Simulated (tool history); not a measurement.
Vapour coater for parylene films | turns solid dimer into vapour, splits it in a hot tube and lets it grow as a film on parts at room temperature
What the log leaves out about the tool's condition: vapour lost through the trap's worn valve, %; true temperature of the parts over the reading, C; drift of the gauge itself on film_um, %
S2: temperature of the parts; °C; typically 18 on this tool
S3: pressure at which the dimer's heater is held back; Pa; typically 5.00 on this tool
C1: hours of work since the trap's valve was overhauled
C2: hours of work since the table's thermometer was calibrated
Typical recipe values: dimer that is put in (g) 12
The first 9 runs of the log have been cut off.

Run 10, hour 306.8: usual settings but S3 7.72 Pa; C1 135; C2 914. Result: thickness of the film (µm) 9.83.
Run 11, hour 349.9: usual settings but S3 7.72 Pa; C1 170; C2 950. Result: thickness of the film (µm) 9.80.
Run 12, hour 390.0: usual settings but S2 17 °C; C1 203; C2 982. Result: thickness of the film (µm) 10.10.
Run 13, hour 418.1: usual settings but S2 17 °C; C1 226; C2 1005. Result: thickness of the film (µm) 10.11.
Run 14, hour 471.4: usual settings but dimer that is put in (g) 6, S2 17 °C; C1 269; C2 1048. Result: thickness of the film (µm) 4.98.
Run 15, hour 501.7: usual settings but dimer that is put in (g) 6, S2 17 °C; C1 293; C2 1073. Result: thickness of the film (µm) 4.97.
Run 16, hour 546.4: usual settings but dimer that is put in (g) 6, S2 17 °C; C1 330; C2 1109. Result: thickness of the film (µm) 4.93.
At hour 565.4: trap's valve overhauled.
Run 17, hour 593.7: usual settings but dimer that is put in (g) 17, S2 26 °C; C1 23; C2 1145. Result: thickness of the film (µm) 12.84.
Run 18, hour 625.7: usual settings but dimer that is put in (g) 17, S2 26 °C; C1 49; C2 1171. Result: thickness of the film (µm) 12.90.
Run 19, hour 676.3: usual settings but dimer that is put in (g) 17, S2 26 °C; C1 90; C2 1212. Result: thickness of the film (µm) 12.72.
Run 20, hour 705.0: usual settings but dimer that is put in (g) 20, S2 26 °C, S3 10.11 Pa; C1 113; C2 1235. Result: thickness of the film (µm) 14.29.
Run 21, hour 763.9: usual settings but S2 15 °C, S3 4.58 Pa; C1 161; C2 1283. Result: thickness of the film (µm) 10.68.
Run 22, hour 814.6: usual settings but dimer that is put in (g) 19, S2 17 °C, S3 2.84 Pa; C1 203; C2 1324. Result: thickness of the film (µm) 16.58.
Run 23, hour 839.8: usual settings but dimer that is put in (g) 7, S2 23 °C; C1 223; C2 1345. Result: thickness of the film (µm) 5.33.
Run 24, hour 893.7: usual settings but dimer that is put in (g) 19, S2 23 °C, S3 2.57 Pa; C1 267; C2 1389. Result: thickness of the film (µm) 14.79.
Run 25, hour 942.9: usual settings but dimer that is put in (g) 21, S2 13 °C; C1 307; C2 1429. Result: thickness of the film (µm) 18.51.
Run 26, hour 983.1: usual settings but dimer that is put in (g) 9, S2 16 °C, S3 3.01 Pa; C1 340; C2 1461. Result: thickness of the film (µm) 7.70.
At hour 992.4: trap's valve overhauled.
Run 27, hour 1032.2: usual settings but dimer that is put in (g) 5, S2 16 °C; C1 32; C2 1498. Result: thickness of the film (µm) 4.49.
Run 28, hour 1080.0: usual settings but dimer that is put in (g) 5, S2 25 °C; C1 71; C2 1537. Result: thickness of the film (µm) 3.87.
Run 29, hour 1136.9: usual settings but dimer that is put in (g) 8; C1 118; C2 1583. Result: thickness of the film (µm) 6.75.
Run 30, hour 1191.7: usual settings but dimer that is put in (g) 8; C1 162; C2 1628. Result: thickness of the film (µm) 6.66.
Run 31, hour 1237.9: usual settings but dimer that is put in (g) 13; C1 200; C2 1665. Result: thickness of the film (µm) 10.76.
Run 32, hour 1296.8: usual settings but dimer that is put in (g) 13; C1 248; C2 1713. Result: thickness of the film (µm) 10.55.

5 ways to go on from here, each from the tool as it stands after run 32. What would each give?
Run A, hour 1335.4: usual settings but S2 11 °C, S3 9.44 Pa; C1 279; C2 1745. Result: thickness of the film (µm) ?.
Run B, hour 1335.4: usual settings but S2 15 °C; C1 279; C2 1745. Result: thickness of the film (µm) ?.
Run C, hour 1335.4: usual settings but dimer that is put in (g) 9, S3 7.59 Pa; C1 279; C2 1745. Result: thickness of the film (µm) ?.
Run D, hour 1335.4: usual settings but dimer that is put in (g) 15, S2 16 °C, S3 7.85 Pa; C1 279; C2 1745. Result: thickness of the film (µm) ?.
Run E, hour 1335.4: usual settings but dimer that is put in (g) 20; C1 279; C2 1745. Result: thickness of the film (µm) ?.

run  thickness of the film (µm)
  A                       10.54
  B                       10.13
  C                        7.17
  D                       12.17
  E                       16.18
Stripped of hidden state, with their random variation kept, the same runs would have yielded:
run  thickness of the film (µm)
  A                       11.51
  B                       11.07
  C                        7.84
  D                       13.29
  E                       17.68

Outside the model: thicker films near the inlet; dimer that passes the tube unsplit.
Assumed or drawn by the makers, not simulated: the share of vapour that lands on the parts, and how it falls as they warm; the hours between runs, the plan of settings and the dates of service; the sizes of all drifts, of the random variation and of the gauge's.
